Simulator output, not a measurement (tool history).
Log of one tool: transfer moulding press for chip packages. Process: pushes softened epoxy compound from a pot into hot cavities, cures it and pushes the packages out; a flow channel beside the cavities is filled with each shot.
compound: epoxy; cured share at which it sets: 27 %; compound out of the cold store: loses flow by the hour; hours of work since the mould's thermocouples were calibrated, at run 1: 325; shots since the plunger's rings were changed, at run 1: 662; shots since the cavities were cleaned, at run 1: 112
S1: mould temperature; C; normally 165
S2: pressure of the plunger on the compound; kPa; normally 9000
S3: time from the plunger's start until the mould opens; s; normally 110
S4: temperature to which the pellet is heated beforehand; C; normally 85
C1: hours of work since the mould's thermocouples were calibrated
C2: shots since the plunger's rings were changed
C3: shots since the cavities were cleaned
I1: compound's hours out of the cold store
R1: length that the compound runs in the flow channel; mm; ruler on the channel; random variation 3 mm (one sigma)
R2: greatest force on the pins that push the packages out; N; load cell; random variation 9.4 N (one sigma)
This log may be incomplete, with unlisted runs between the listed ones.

{"run": 1, "hour": 0.0, "S1": 165, "S2": 9000, "S3": 110, "S4": 85, "C1": 325, "C2": 662, "C3": 112, "I1": 20.9, "R1": 660, "R2": 437}
{"run": 2, "hour": 9.8, "S1": 165, "S2": 9000, "S3": 110, "S4": 85, "C1": 332, "C2": 783, "C3": 233, "I1": 8.3, "R1": 705, "R2": 436}
{"run": 3, "hour": 22.1, "S1": 165, "S2": 9000, "S3": 110, "S4": 85, "C1": 340, "C2": 935, "C3": 385, "I1": 33.5, "R1": 616, "R2": 443}
{"run": 4, "hour": 31.9, "S1": 165, "S2": 9000, "S3": 110, "S4": 85, "C1": 347, "C2": 1056, "C3": 506, "I1": 8.4, "R1": 704, "R2": 437}
{"run": 5, "hour": 41.9, "S1": 165, "S2": 9000, "S3": 110, "S4": 85, "C1": 354, "C2": 1180, "C3": 630, "I1": 12.8, "R1": 686, "R2": 441}
{"run": 6, "hour": 48.4, "S1": 165, "S2": 9000, "S3": 110, "S4": 85, "C1": 358, "C2": 1260, "C3": 710, "I1": 44.7, "R1": 576, "R2": 416}
{"hour": 53.9, "done": "cavities cleaned with cleaning compound and waxed"}
{"run": 7, "hour": 58.0, "S1": 165, "S2": 9000, "S3": 110, "S4": 85, "C1": 364, "C2": 1360, "C3": 50, "I1": 25.6, "R1": 644, "R2": 425}
{"run": 8, "hour": 68.5, "S1": 165, "S2": 9000, "S3": 110, "S4": 85, "C1": 371, "C2": 1490, "C3": 180, "I1": 27.2, "R1": 644, "R2": 425}
{"run": 9, "hour": 82.2, "S1": 165, "S2": 9000, "S3": 110, "S4": 85, "C1": 381, "C2": 1659, "C3": 349, "I1": 12.5, "R1": 687, "R2": 426}
{"run": 10, "hour": 94.8, "S1": 165, "S2": 9000, "S3": 113, "S4": 85, "C1": 389, "C2": 1816, "C3": 506, "I1": 36.2, "R1": 608, "R2": 422}
{"hour": 106.6, "done": "mould's thermocouples calibrated"}
{"run": 11, "hour": 106.8, "S1": 165, "S2": 9000, "S3": 113, "S4": 85, "C1": 0, "C2": 1939, "C3": 629, "I1": 39.2, "R1": 603, "R2": 418}
{"hour": 118.3, "done": "cavities cleaned with cleaning compound and waxed"}
{"run": 12, "hour": 118.3, "S1": 165, "S2": 9000, "S3": 113, "S4": 85, "C1": 7, "C2": 2063, "C3": 0, "I1": 29.7, "R1": 630, "R2": 407}
{"run": 13, "hour": 131.7, "S1": 165, "S2": 9440, "S3": 110, "S4": 85, "C1": 16, "C2": 2228, "C3": 165, "I1": 27, "R1": 656, "R2": 441}
{"run": 14, "hour": 142.4, "S1": 165, "S2": 9000, "S3": 110, "S4": 85, "C1": 24, "C2": 2361, "C3": 298, "I1": 18.6, "R1": 666, "R2": 448}
{"run": 15, "hour": 151.6, "S1": 165, "S2": 9000, "S3": 110, "S4": 85, "C1": 30, "C2": 2474, "C3": 411, "I1": 44.7, "R1": 576, "R2": 415}
{"run": 16, "hour": 162.9, "S1": 162, "S2": 7740, "S3": 110, "S4": 85, "C1": 38, "C2": 2614, "C3": 551, "I1": 22.8, "R1": 617, "R2": 486}
{"run": 17, "hour": 168.8, "S1": 165, "S2": 9000, "S3": 110, "S4": 91, "C1": 42, "C2": 2687, "C3": 624, "I1": 15, "R1": 682, "R2": 433}
{"hour": 181.6, "done": "cavities cleaned with cleaning compound and waxed"}
{"run": 18, "hour": 182.8, "S1": 165, "S2": 9310, "S3": 135, "S4": 85, "C1": 50, "C2": 2841, "C3": 15, "I1": 28.7, "R1": 647, "R2": 390}
{"run": 19, "hour": 194.6, "S1": 172, "S2": 9310, "S3": 135, "S4": 94, "C1": 59, "C2": 2988, "C3": 162, "I1": 29.2, "R1": 617, "R2": 383}
{"run": 20, "hour": 206.2, "S1": 172, "S2": 9310, "S3": 105, "S4": 93, "C1": 66, "C2": 3130, "C3": 304, "I1": 35.8, "R1": 595, "R2": 379}
{"run": 21, "hour": 213.1, "S1": 158, "S2": 7570, "S3": 115, "S4": 85, "C1": 71, "C2": 3216, "C3": 390, "I1": 29.8, "R1": 603, "R2": 561}
{"run": 22, "hour": 221.5, "S1": 158, "S2": 7570, "S3": 115, "S4": 85, "C1": 77, "C2": 3320, "C3": 494, "I1": 32.8, "R1": 591, "R2": 589}
{"run": 23, "hour": 233.7, "S1": 161, "S2": 7570, "S3": 115, "S4": 80, "C1": 85, "C2": 3471, "C3": 645, "I1": 19, "R1": 624, "R2": 484}
{"hour": 244.2, "done": "cavities cleaned with cleaning compound and waxed"}
{"run": 24, "hour": 247.7, "S1": 164, "S2": 7570, "S3": 148, "S4": 88, "C1": 94, "C2": 3625, "C3": 43, "I1": 44.9, "R1": 538, "R2": 371}
{"run": 25, "hour": 254.9, "S1": 164, "S2": 7570, "S3": 148, "S4": 88, "C1": 99, "C2": 3714, "C3": 132, "I1": 36.5, "R1": 561, "R2": 377}
{"run": 26, "hour": 265.7, "S1": 162, "S2": 7570, "S3": 148, "S4": 76, "C1": 106, "C2": 3848, "C3": 266, "I1": 30.8, "R1": 586, "R2": 385}
{"run": 27, "hour": 271.8, "S1": 162, "S2": 7570, "S3": 148, "S4": 76, "C1": 111, "C2": 3923, "C3": 341, "I1": 45.2, "R1": 540, "R2": 382}
{"run": 28, "hour": 285.2, "S1": 162, "S2": 7570, "S3": 125, "S4": 76, "C1": 120, "C2": 4089, "C3": 507, "I1": 39.9, "R1": 561, "R2": 428}
{"run": 29, "hour": 292.1, "S1": 162, "S2": 7570, "S3": 123, "S4": 76, "C1": 125, "C2": 4174, "C3": 592, "I1": 18, "R1": 623, "R2": 420}
{"hour": 306.9, "done": "cavities cleaned with cleaning compound and waxed"}
{"run": 30, "hour": 307.3, "S1": 168, "S2": 6830, "S3": 106, "S4": 77, "C1": 134, "C2": 4344, "C3": 5, "I1": 44.3, "R1": 504, "R2": 410}

What differs in the tool's unlogged condition from the final listed run ahead of each entry between runs to the first listed run following it?
Run 6 -> run 7: cavities cleaned with cleaning compound and waxed (hour 53.9)
  grip of the stained cavities, % over clean ones': 0.8 -> 0.1
Run 10 -> run 11: mould's thermocouples calibrated (hour 106.6)
  true mould temperature over the reading, C: 0.02 -> 0; pressure that reaches the compound, % of what is set: 99.94 -> 99.93; grip of the stained cavities, % over clean ones': 0.7 -> 0.8
Run 11 -> run 12: cavities cleaned with cleaning compound and waxed (hour 118.3)
  grip of the stained cavities, % over clean ones': 0.8 -> 0.1
Run 17 -> run 18: cavities cleaned with cleaning compound and waxed (hour 181.6)
  pressure that reaches the compound, % of what is set: 99.91 -> 99.9; grip of the stained cavities, % over clean ones': 0.8 -> 0.1
Run 23 -> run 24: cavities cleaned with cleaning compound and waxed (hour 244.2)
  grip of the stained cavities, % over clean ones': 0.8 -> 0.1
Run 29 -> run 30: cavities cleaned with cleaning compound and waxed (hour 306.9)
  pressure that reaches the compound, % of what is set: 99.86 -> 99.85; grip of the stained cavities, % over clean ones': 0.7 -> 0.1
